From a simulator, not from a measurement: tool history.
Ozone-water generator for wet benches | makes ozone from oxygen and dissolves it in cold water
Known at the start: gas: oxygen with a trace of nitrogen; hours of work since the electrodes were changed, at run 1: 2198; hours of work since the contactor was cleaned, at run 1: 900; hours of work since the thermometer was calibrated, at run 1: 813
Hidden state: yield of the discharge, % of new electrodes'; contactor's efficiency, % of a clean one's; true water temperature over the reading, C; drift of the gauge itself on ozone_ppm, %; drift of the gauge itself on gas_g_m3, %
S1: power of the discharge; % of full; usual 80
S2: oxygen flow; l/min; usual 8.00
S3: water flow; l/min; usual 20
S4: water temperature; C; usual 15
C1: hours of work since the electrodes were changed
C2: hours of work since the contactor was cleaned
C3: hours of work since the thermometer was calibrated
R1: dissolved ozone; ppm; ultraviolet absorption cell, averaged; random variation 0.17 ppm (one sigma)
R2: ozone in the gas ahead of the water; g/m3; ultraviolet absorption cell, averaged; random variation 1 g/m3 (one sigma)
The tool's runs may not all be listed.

run      day  S1     S2  S3  S4    C1    C2    C3    R1     R2
  1    0.000  80   8.00  20  15  2198   900   813  23.2  174.5
  2    4.038  80   8.00  20  15  2260   962   875  23.0  172.2
  3    6.762  80   8.00  20  15  2302  1004   917  23.1  171.7
  4    9.538  80   8.00  20  15  2344  1046   960  22.9  172.9
  5   13.783  80   8.00  20  15  2410  1112  1025  22.9  173.1
  6   19.504  80   4.26  20  15  2498  1200  1113  23.9  253.4
  7   22.550  80   8.00  20  15  2545  1247  1160  23.1  173.5
  8   25.829  80   8.00  20  15  2595  1297  1211  23.0  175.1
  9   28.679  80   8.00  20  15  2639  1341  1255  23.2  172.0
 10   31.704  89   8.00  20  15  2686  1388  1301  24.9  186.7
 11   34.692  80  12.91  20  15  2732  1434  1347  21.0  131.7
 12   38.667  80  12.91  20  12  2793  1495  1408  22.3  128.8
 13   41.000  80  12.91  20  12  2829  1531  1444  22.2  129.7
 14   46.588  80  12.91  20  12  2915  1617  1530  22.3  128.6
 15   49.517  80  12.91  20  12  2960  1662  1575  22.4  130.5
 16   54.196  80   5.41  20  12  3032  1734  1647  24.9  219.9
 17   56.792  80   6.92  20  15  3072  1774  1687  23.8  190.8
 18   61.688  80   5.44  15  15  3147  1849  1763  29.2  220.0
 19   66.196  74  11.44  24  21  3216  1919  1832  16.8  135.0
 20   70.638  77   5.66  20   9  3285  1987  1900  25.5  212.6
 21   74.571  99   5.66  21  16  3345  2047  1961  26.0  245.1
 22   80.338  43  12.33  20  14  3434  2136  2050  14.9   93.3
 23   84.579  45  10.98  30  18  3499  2201  2115  11.7  101.7
 24   90.133  45  10.98  30  18  3585  2287  2200  11.4  102.2
 25   92.800  45  12.04  16  18  3626  2328  2241  16.0   96.4
 26   98.546  45  12.04  16  18  3714  2416  2330  15.7   97.3
 27  102.458  41  13.53  27  10  3775  2477  2390  13.2   86.7

Run 28 comes next. What will it give?
 28  107.812  80  6.82  20  15  3857  2559  2472   ?   ?

{"run 28": {"R1": 23.4, "R2": 193.6}}
Without the tool's hidden state the same run would have given R1 23.4 ppm, R2 190.1 g/m3.
